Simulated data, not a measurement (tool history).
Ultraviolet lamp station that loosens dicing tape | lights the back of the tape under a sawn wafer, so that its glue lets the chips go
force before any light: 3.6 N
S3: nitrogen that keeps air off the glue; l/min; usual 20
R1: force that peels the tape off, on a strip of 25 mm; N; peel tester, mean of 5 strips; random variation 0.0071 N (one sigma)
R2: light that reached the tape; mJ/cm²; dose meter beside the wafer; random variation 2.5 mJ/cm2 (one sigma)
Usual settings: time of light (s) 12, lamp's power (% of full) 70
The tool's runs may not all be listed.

run 1 day=0 | time_of_light_(s)=12 lamp's_power_(%_of_full)=70 S3=20 | R1=0.318 R2=251
-- day=1.667 window cleaned of glue's vapour
run 2 day=2.579 | time_of_light_(s)=17 lamp's_power_(%_of_full)=70 S3=20 | R1=0.206 R2=381
run 3 day=5.621 | time_of_light_(s)=17 lamp's_power_(%_of_full)=70 S3=20 | R1=0.215 R2=376
run 4 day=7.596 | time_of_light_(s)=17 lamp's_power_(%_of_full)=70 S3=20 | R1=0.201 R2=366
run 5 day=10.621 | time_of_light_(s)=12 lamp's_power_(%_of_full)=69 S3=20 | R1=0.331 R2=250
run 6 day=13.129 | time_of_light_(s)=12 lamp's_power_(%_of_full)=89 S3=20 | R1=0.247 R2=320
run 7 day=15.404 | time_of_light_(s)=12 lamp's_power_(%_of_full)=70 S3=20 | R1=0.321 R2=250
run 8 day=18.612 | time_of_light_(s)=12 lamp's_power_(%_of_full)=70 S3=20 | R1=0.345 R2=245
run 9 day=20.304 | time_of_light_(s)=12 lamp's_power_(%_of_full)=70 S3=20 | R1=0.338 R2=240
run 10 day=23.121 | time_of_light_(s)=12 lamp's_power_(%_of_full)=70 S3=20 | R1=0.352 R2=231
run 11 day=24.408 | time_of_light_(s)=12 lamp's_power_(%_of_full)=70 S3=20 | R1=0.365 R2=232
run 12 day=26.654 | time_of_light_(s)=12 lamp's_power_(%_of_full)=70 S3=20 | R1=0.359 R2=229
run 13 day=28.875 | time_of_light_(s)=7 lamp's_power_(%_of_full)=70 S3=20 | R1=0.845 R2=131
run 14 day=30.862 | time_of_light_(s)=12 lamp's_power_(%_of_full)=70 S3=20 | R1=0.395 R2=224
run 15 day=33.946 | time_of_light_(s)=12 lamp's_power_(%_of_full)=90 S3=20 | R1=0.268 R2=284
run 16 day=35.475 | time_of_light_(s)=12 lamp's_power_(%_of_full)=70 S3=20 | R1=0.402 R2=218
run 17 day=37.758 | time_of_light_(s)=12 lamp's_power_(%_of_full)=70 S3=20 | R1=0.395 R2=223
-- day=38.062 window cleaned of glue's vapour
run 18 day=39.083 | time_of_light_(s)=12 lamp's_power_(%_of_full)=70 S3=20 | R1=0.371 R2=232
-- day=40.021 lamp changed
run 19 day=41.021 | time_of_light_(s)=12 lamp's_power_(%_of_full)=70 S3=20 | R1=0.241 R2=295
run 20 day=42.504 | time_of_light_(s)=12 lamp's_power_(%_of_full)=69 S3=20 | R1=0.245 R2=296
run 21 day=44.225 | time_of_light_(s)=7 lamp's_power_(%_of_full)=69 S3=20 | R1=0.592 R2=168
run 22 day=47.404 | time_of_light_(s)=7 lamp's_power_(%_of_full)=69 S3=20 | R1=0.599 R2=169
run 23 day=49.45 | time_of_light_(s)=7 lamp's_power_(%_of_full)=69 S3=20 | R1=0.597 R2=164
run 24 day=52.575 | time_of_light_(s)=21 lamp's_power_(%_of_full)=70 S3=7 | R1=0.2 R2=493
run 25 day=55.575 | time_of_light_(s)=21 lamp's_power_(%_of_full)=70 S3=7 | R1=0.218 R2=490
run 26 day=57.65 | time_of_light_(s)=8 lamp's_power_(%_of_full)=82 S3=37 | R1=0.333 R2=214
run 27 day=59.842 | time_of_light_(s)=8 lamp's_power_(%_of_full)=82 S3=37 | R1=0.336 R2=212
run 28 day=61.6 | time_of_light_(s)=8 lamp's_power_(%_of_full)=82 S3=37 | R1=0.334 R2=212
run 29 day=63.471 | time_of_light_(s)=8 lamp's_power_(%_of_full)=82 S3=37 | R1=0.345 R2=208
run 30 day=65.958 | time_of_light_(s)=17 lamp's_power_(%_of_full)=74 S3=8 | R1=0.252 R2=396
run 31 day=67.442 | time_of_light_(s)=17 lamp's_power_(%_of_full)=74 S3=8 | R1=0.264 R2=389
run 32 day=69.804 | time_of_light_(s)=6 lamp's_power_(%_of_full)=70 S3=20 | R1=0.878 R2=127
run 33 day=72.458 | time_of_light_(s)=6 lamp's_power_(%_of_full)=80 S3=6 | R1=1.159 R2=145
run 34 day=74.054 | time_of_light_(s)=24 lamp's_power_(%_of_full)=91 S3=6 | R1=0.181 R2=652
-- day=74.604 window cleaned of glue's vapour
run 35 day=77.138 | time_of_light_(s)=11 lamp's_power_(%_of_full)=71 S3=6 | R1=0.577 R2=251
run 36 day=79.758 | time_of_light_(s)=11 lamp's_power_(%_of_full)=71 S3=6 | R1=0.566 R2=249
run 37 day=82.417 | time_of_light_(s)=16 lamp's_power_(%_of_full)=91 S3=6 | R1=0.233 R2=449
run 38 day=84.721 | time_of_light_(s)=8 lamp's_power_(%_of_full)=67 S3=6 | R1=0.989 R2=165
run 39 day=86.6 | time_of_light_(s)=7 lamp's_power_(%_of_full)=86 S3=20 | R1=0.528 R2=180
run 40 day=88.067 | time_of_light_(s)=7 lamp's_power_(%_of_full)=86 S3=20 | R1=0.534 R2=180
run 41 day=89.383 | time_of_light_(s)=12 lamp's_power_(%_of_full)=70 S3=13 | R1=0.401 R2=248
run 42 day=90.846 | time_of_light_(s)=13 lamp's_power_(%_of_full)=70 S3=20 | R1=0.288 R2=273

Some steps in R1 between neighbouring runs. How much of each would the tool show without its hidden state too (settings, what came in, random variation), and how much is left for the hidden state, with any gauge scatter that isn't in both results?
The hidden state here: lamp's light, % of a new lamp's; light that the window lets through, % of a clean one's; drift of the gauge itself on peel_n, %; drift of the gauge itself on dose_mj_cm2, %.
Run 12 -> 13: time of light (s) 12 -> 7. R1 +0.486 N: hidden state +0.171, all else +0.315.
Run 31 -> 32: time of light (s) 17 -> 6, lamp's power (% of full) 74 -> 70, S3 8 -> 20. R1 +0.614 N: hidden state +0.14, all else +0.474.
Run 33 -> 34: time of light (s) 6 -> 24, lamp's power (% of full) 80 -> 91. R1 -0.978 N: hidden state -0.212, all else -0.766.
Run 37 -> 38: time of light (s) 16 -> 8, lamp's power (% of full) 91 -> 67. R1 +0.756 N: hidden state +0.156, all else +0.6.
